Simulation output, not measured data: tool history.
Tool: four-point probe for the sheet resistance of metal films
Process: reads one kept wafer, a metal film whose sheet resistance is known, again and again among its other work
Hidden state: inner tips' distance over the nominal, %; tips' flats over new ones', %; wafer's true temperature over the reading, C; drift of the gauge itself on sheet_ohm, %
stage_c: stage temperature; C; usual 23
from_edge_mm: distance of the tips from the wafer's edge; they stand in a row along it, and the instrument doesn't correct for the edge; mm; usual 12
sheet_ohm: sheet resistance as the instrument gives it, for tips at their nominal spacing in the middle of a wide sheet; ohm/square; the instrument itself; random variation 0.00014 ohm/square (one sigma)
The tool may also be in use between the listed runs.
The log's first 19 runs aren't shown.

run    hour  stage_c  from_edge_mm  touches since the probe head was changed  hours of work since the stage's thermometer was calibrated  sheet_ohm
 20  1546.8       28            14                                    168091                                                         184   0.691730
 21  1664.8       32            37                                    173120                                                         255   0.689586
 22  1782.2       19             4                                    178118                                                         325   0.725061
 23  1882.3       35            15                                    182385                                                         385   0.692196
 24  1987.4       23            13                                    186860                                                         448   0.693310
 25  2096.1       21            13                                    191489                                                         514   0.693484
 26  2172.0       26            13                                    194723                                                         559   0.693427
 27  2251.9       23            69                                    198129                                                         607   0.690619
     2260.1  -- new probe head fitted
 28  2316.8       28             5                                      2413                                                         645   0.710462
 29  2413.5       28             4                                      6532                                                         703   0.722925
 30  2486.9       26            12                                      9661                                                         747   0.691751
 31  2574.3       22            12                                     13383                                                         800   0.692041
 32  2644.0       22            12                                     16351                                                         841   0.692258
 33  2745.4       22            12                                     20670                                                         902   0.692635
 34  2872.4       21             6                                     26082                                                         978   0.704802
 35  3001.0       21             6                                     31560                                                        1055   0.704828
 36  3088.0       31            19                                     35264                                                        1108   0.690274

Forecast each of these 4 alternatives for the next run:
  A  3198.8       21            40                                     39986                                                        1174          ?
  B  3198.8       21            41                                     39986                                                        1174          ?
  C  3198.8       25             4                                     39986                                                        1174          ?
  D  3198.8       25            12                                     39986                                                        1174          ?

run  sheet_ohm
  A   0.689561
  B   0.689559
  C   0.724233
  D   0.693129
Without the tool's hidden state the same runs would have given:
run  sheet_ohm
  A   0.686086
  B   0.686085
  C   0.720606
  D   0.689648
